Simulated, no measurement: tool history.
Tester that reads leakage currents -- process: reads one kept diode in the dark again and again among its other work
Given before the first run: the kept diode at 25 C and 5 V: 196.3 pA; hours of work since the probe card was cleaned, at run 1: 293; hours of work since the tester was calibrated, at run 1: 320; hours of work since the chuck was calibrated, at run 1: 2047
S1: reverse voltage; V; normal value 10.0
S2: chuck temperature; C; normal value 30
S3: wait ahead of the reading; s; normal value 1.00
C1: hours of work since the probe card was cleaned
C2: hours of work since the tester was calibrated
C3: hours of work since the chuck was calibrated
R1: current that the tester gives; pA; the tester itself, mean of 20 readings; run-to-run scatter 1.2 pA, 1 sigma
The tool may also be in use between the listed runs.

{"run": 1, "hour": 0.0, "S1": 10.0, "S2": 30, "S3": 1.0, "C1": 293, "C2": 320, "C3": 2047, "R1": 390.79}
{"run": 2, "hour": 28.7, "S1": 10.0, "S2": 30, "S3": 1.42, "C1": 310, "C2": 337, "C3": 2065, "R1": 388.97}
{"hour": 32.9, "done": "chuck's temperature calibrated"}
{"run": 3, "hour": 62.9, "S1": 10.0, "S2": 30, "S3": 1.42, "C1": 329, "C2": 357, "C3": 18, "R1": 387.91}
{"run": 4, "hour": 86.1, "S1": 10.0, "S2": 30, "S3": 1.42, "C1": 343, "C2": 371, "C3": 32, "R1": 392.36}
{"run": 5, "hour": 102.8, "S1": 12.8, "S2": 30, "S3": 1.0, "C1": 354, "C2": 381, "C3": 42, "R1": 425.77}
{"run": 6, "hour": 129.1, "S1": 12.8, "S2": 30, "S3": 1.0, "C1": 369, "C2": 397, "C3": 58, "R1": 426.26}
{"run": 7, "hour": 159.9, "S1": 10.0, "S2": 29, "S3": 1.0, "C1": 388, "C2": 415, "C3": 77, "R1": 358.18}
{"run": 8, "hour": 192.6, "S1": 10.0, "S2": 29, "S3": 1.0, "C1": 408, "C2": 435, "C3": 96, "R1": 359.03}
{"run": 9, "hour": 206.8, "S1": 10.0, "S2": 29, "S3": 1.0, "C1": 416, "C2": 444, "C3": 105, "R1": 358.4}
{"run": 10, "hour": 238.7, "S1": 8.7, "S2": 51, "S3": 1.25, "C1": 436, "C2": 463, "C3": 124, "R1": 2013.73}

Predict the results of run 11:
{"run": 11, "hour": 265.1, "S1": 3.4, "S2": 52, "S3": 5.6, "C1": 452, "C2": 479, "C3": 140, "R1": "?"}

{"run 11": {"R1": 1560.98}}
Without the tool's hidden state the same run would have given R1 1561.27 pA.
